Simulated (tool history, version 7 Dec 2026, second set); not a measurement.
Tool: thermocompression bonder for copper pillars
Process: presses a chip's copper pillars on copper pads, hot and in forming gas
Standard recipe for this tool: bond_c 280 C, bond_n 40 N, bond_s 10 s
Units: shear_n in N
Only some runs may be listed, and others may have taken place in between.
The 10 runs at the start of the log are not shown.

| run | hour | bond_c | bond_n | bond_s | hours of work since the heater was calibrated | hours of work since the force cell was calibrated | hours of work since the gas filter was changed | shear_n |
|---|---|---|---|---|---|---|---|---|
| 11 | 108.4 | 268 | 40 | 10 | 280 | 102 | 23 | 95.3 |
| 12 | 122.6 | 268 | 40 | 10 | 290 | 112 | 33 | 96.0 |
| 13 | 132.6 | 268 | 40 | 10 | 297 | 119 | 41 | 95.5 |
| 14 | 139.9 | 280 | 54 | 10 | 303 | 125 | 46 | 122.5 |
| 15 | 151.9 | 280 | 54 | 10 | 312 | 134 | 55 | 119.4 |
| 16 | 160.2 | 290 | 40 | 9 | 318 | 140 | 61 | 107.2 |
| 17 | 170.7 | 290 | 40 | 9 | 325 | 147 | 69 | 105.8 |
| 18 | 185.4 | 280 | 40 | 6 | 336 | 158 | 79 | 89.6 |
| 19 | 195.1 | 284 | 32 | 7 | 343 | 165 | 87 | 81.7 |
| 20 | 206.0 | 284 | 59 | 6 | 351 | 173 | 94 | 113.7 |
| 21 | 219.4 | 284 | 59 | 6 | 361 | 183 | 104 | 112.5 |
| 22 | 229.9 | 282 | 45 | 10 | 369 | 191 | 112 | 107.6 |
|  | 238.2 | forming gas filter changed |
| 23 | 244.2 | 280 | 26 | 18 | 379 | 201 | 4 | 95.3 |
| 24 | 251.5 | 280 | 59 | 18 | 384 | 206 | 10 | 136.2 |
| 25 | 261.4 | 277 | 53 | 22 | 391 | 213 | 17 | 132.1 |
| 26 | 276.1 | 293 | 27 | 28 | 402 | 224 | 28 | 116.0 |
| 27 | 286.5 | 293 | 27 | 28 | 410 | 232 | 35 | 114.8 |
| 28 | 295.0 | 271 | 31 | 28 | 416 | 238 | 42 | 108.0 |
| 29 | 309.4 | 271 | 31 | 28 | 426 | 248 | 52 | 106.2 |
| 30 | 317.2 | 261 | 57 | 9 | 432 | 254 | 58 | 106.8 |

What if the next run were any one of these 5? Each begins from the tool's condition after run 30:
| A | 324.1 | 280 | 40 | 21 | 437 | 259 | 63 | ? |
| B | 324.1 | 253 | 24 | 12 | 437 | 259 | 63 | ? |
| C | 324.1 | 308 | 40 | 26 | 437 | 259 | 63 | ? |
| D | 324.1 | 310 | 26 | 10 | 437 | 259 | 63 | ? |
| E | 324.1 | 280 | 40 | 19 | 437 | 259 | 63 | ? |

| run | shear_n |
|---|---|
| A | 121.7 |
| B | 56.7 |
| C | 137.4 |
| D | 97.6 |
| E | 117.5 |
With no hidden state in the tool, these same runs would have given:
| run | shear_n |
|---|---|
| A | 128.9 |
| B | 62.4 |
| C | 143.2 |
| D | 104.4 |
| E | 124.6 |
